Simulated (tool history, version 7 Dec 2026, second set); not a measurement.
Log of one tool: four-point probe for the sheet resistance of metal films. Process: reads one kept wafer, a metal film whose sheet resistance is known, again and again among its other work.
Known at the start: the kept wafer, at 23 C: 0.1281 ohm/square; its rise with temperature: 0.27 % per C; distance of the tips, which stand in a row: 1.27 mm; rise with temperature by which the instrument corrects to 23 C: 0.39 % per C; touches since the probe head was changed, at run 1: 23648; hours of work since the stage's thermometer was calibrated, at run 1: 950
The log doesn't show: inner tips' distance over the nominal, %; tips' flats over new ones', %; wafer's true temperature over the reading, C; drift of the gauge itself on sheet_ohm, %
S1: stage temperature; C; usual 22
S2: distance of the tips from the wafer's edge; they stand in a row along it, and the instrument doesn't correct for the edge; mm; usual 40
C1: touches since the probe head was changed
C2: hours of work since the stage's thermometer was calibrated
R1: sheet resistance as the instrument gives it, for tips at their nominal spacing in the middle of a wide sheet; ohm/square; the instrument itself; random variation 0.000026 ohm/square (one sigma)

run,day,S1,S2,C1,C2,R1
1,0.000,22,40,23648,950,0.128343
2,0.988,18,40,24496,967,0.128976
3,1.742,18,50,25143,981,0.128912
4,2.379,22,40,25690,992,0.128318
5,3.588,22,40,26725,1014,0.128286
6,4.379,22,4,27406,1028,0.134858
7,5.229,22,4,28134,1043,0.134822
8,6.383,22,40,29126,1064,0.128298
9,7.312,22,40,29923,1081,0.128344
10,8.617,22,40,31043,1104,0.128354
11,9.858,18,50,32105,1126,0.128972
12,11.033,20,14,33115,1147,0.129103
13,11.642,32,69,33638,1158,0.126756
14,12.333,21,6,34229,1171,0.131427
15,13.417,19,7,35159,1190,0.130958
16,14.492,22,16,36082,1209,0.128647
17,15.575,31,40,37011,1229,0.126990
18,16.896,31,40,38145,1253,0.126940
19,17.875,22,5,38985,1270,0.132585
20,19.229,22,5,40148,1294,0.132550

Forecast each of these 4 alternatives for the next run:
A,20.425,22,21,41174,1316,?
B,20.425,22,51,41174,1316,?
C,20.425,28,5,41174,1316,?
D,20.425,22,15,41174,1316,?

run,R1
A,0.128508
B,0.128267
C,0.131622
D,0.128780
Without the tool's hidden state the same runs would have given:
run,R1
A,0.128506
B,0.128265
C,0.131620
D,0.128778

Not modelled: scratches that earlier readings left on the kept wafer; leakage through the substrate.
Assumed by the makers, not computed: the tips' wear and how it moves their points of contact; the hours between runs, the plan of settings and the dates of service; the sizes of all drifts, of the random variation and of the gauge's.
